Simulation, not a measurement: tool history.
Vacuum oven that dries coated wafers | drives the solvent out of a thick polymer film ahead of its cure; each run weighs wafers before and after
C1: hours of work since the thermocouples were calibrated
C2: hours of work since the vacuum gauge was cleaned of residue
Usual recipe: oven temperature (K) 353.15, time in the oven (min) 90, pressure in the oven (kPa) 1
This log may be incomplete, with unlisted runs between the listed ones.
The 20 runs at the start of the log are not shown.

Run 21, hour 367.8: usual settings but pressure in the oven (kPa) 2.02; C1 894; C2 761. Result: solvent left in the film (%) 3.89.
Run 22, hour 383.9: usual settings but pressure in the oven (kPa) 2.02; C1 906; C2 773. Result: solvent left in the film (%) 3.85.
Run 23, hour 408.6: usual settings but oven temperature (K) 362.15, pressure in the oven (kPa) 3.35; C1 925; C2 791. Result: solvent left in the film (%) 2.17.
Run 24, hour 428.8: usual settings but oven temperature (K) 362.15, pressure in the oven (kPa) 3.35; C1 940; C2 806. Result: solvent left in the film (%) 2.08.
Run 25, hour 446.9: usual settings but oven temperature (K) 362.15, pressure in the oven (kPa) 3.35; C1 953; C2 820. Result: solvent left in the film (%) 2.14.
Run 26, hour 459.1: usual settings but oven temperature (K) 365.15, time in the oven (min) 116; C1 963; C2 829. Result: solvent left in the film (%) 0.63.
Run 27, hour 480.2: usual settings but time in the oven (min) 70, pressure in the oven (kPa) 1.1; C1 978; C2 845. Result: solvent left in the film (%) 4.92.
Run 28, hour 502.1: usual settings but time in the oven (min) 70, pressure in the oven (kPa) 1.1; C1 995; C2 861. Result: solvent left in the film (%) 4.95.
Run 29, hour 517.5: usual settings but time in the oven (min) 97, pressure in the oven (kPa) 0.51; C1 1006; C2 873. Result: solvent left in the film (%) 3.02.
Run 30, hour 530.2: usual settings but oven temperature (K) 366.15, time in the oven (min) 97, pressure in the oven (kPa) 2.37; C1 1016; C2 883. Result: solvent left in the film (%) 1.23.

Estimate the outcome of run 31 from the log above:
At hour 552: oven's thermocouples calibrated.
Run 31, hour 554.8: usual settings but time in the oven (min) 71, pressure in the oven (kPa) 1.2; C1 2; C2 900. Result: solvent left in the film (%) ?.

solvent left in the film (%): 4.28
Had the tool carried no hidden state, the very same run would have given solvent left in the film (%) 4.21.
